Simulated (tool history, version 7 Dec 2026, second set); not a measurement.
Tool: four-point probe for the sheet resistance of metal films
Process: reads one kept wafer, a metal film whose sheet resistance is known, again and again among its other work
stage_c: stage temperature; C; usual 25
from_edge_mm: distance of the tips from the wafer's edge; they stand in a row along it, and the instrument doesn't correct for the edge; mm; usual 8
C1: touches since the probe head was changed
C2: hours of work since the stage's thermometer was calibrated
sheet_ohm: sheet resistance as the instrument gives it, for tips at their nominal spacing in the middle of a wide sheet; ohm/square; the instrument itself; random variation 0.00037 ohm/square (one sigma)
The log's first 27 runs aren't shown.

{"run": 28, "hour": 1151.9, "stage_c": 25, "from_edge_mm": 5, "C1": 86089, "C2": 164, "sheet_ohm": 1.840693}
{"run": 29, "hour": 1184.9, "stage_c": 19, "from_edge_mm": 21, "C1": 87102, "C2": 181, "sheet_ohm": 1.835982}
{"run": 30, "hour": 1243.3, "stage_c": 19, "from_edge_mm": 21, "C1": 88897, "C2": 211, "sheet_ohm": 1.835813}
{"run": 31, "hour": 1302.0, "stage_c": 33, "from_edge_mm": 35, "C1": 90697, "C2": 241, "sheet_ohm": 1.813469}
{"run": 32, "hour": 1338.3, "stage_c": 33, "from_edge_mm": 35, "C1": 91815, "C2": 260, "sheet_ohm": 1.811844}
{"run": 33, "hour": 1398.5, "stage_c": 31, "from_edge_mm": 9, "C1": 93660, "C2": 291, "sheet_ohm": 1.82063}
{"run": 34, "hour": 1430.1, "stage_c": 26, "from_edge_mm": 34, "C1": 94631, "C2": 307, "sheet_ohm": 1.823617}
{"run": 35, "hour": 1458.4, "stage_c": 21, "from_edge_mm": 4, "C1": 95499, "C2": 322, "sheet_ohm": 1.855094}
{"run": 36, "hour": 1489.0, "stage_c": 24, "from_edge_mm": 8, "C1": 96439, "C2": 337, "sheet_ohm": 1.832503}
{"run": 37, "hour": 1520.7, "stage_c": 26, "from_edge_mm": 74, "C1": 97412, "C2": 354, "sheet_ohm": 1.823281}
{"run": 38, "hour": 1580.9, "stage_c": 21, "from_edge_mm": 8, "C1": 99263, "C2": 385, "sheet_ohm": 1.837066}
{"run": 39, "hour": 1618.0, "stage_c": 21, "from_edge_mm": 8, "C1": 100400, "C2": 404, "sheet_ohm": 1.83683}
{"run": 40, "hour": 1647.9, "stage_c": 19, "from_edge_mm": 19, "C1": 101317, "C2": 419, "sheet_ohm": 1.834958}

Forecast each of these 5 alternatives for the next run:
{"run": "A", "hour": 1683.1, "stage_c": 30, "from_edge_mm": 56, "C1": 102400, "C2": 437, "sheet_ohm": "?"}
{"run": "B", "hour": 1683.1, "stage_c": 25, "from_edge_mm": 12, "C1": 102400, "C2": 437, "sheet_ohm": "?"}
{"run": "C", "hour": 1683.1, "stage_c": 29, "from_edge_mm": 59, "C1": 102400, "C2": 437, "sheet_ohm": "?"}
{"run": "D", "hour": 1683.1, "stage_c": 20, "from_edge_mm": 19, "C1": 102400, "C2": 437, "sheet_ohm": "?"}
{"run": "E", "hour": 1683.1, "stage_c": 25, "from_edge_mm": 23, "C1": 102400, "C2": 437, "sheet_ohm": "?"}

run=A sheet_ohm=1.816672
run=B sheet_ohm=1.826806
run=C sheet_ohm=1.817459
run=D sheet_ohm=1.833586
run=E sheet_ohm=1.824466
Without the tool's hidden state the same runs would have given:
run=A sheet_ohm=1.822273
run=B sheet_ohm=1.832446
run=C sheet_ohm=1.823065
run=D sheet_ohm=1.839255
run=E sheet_ohm=1.830099

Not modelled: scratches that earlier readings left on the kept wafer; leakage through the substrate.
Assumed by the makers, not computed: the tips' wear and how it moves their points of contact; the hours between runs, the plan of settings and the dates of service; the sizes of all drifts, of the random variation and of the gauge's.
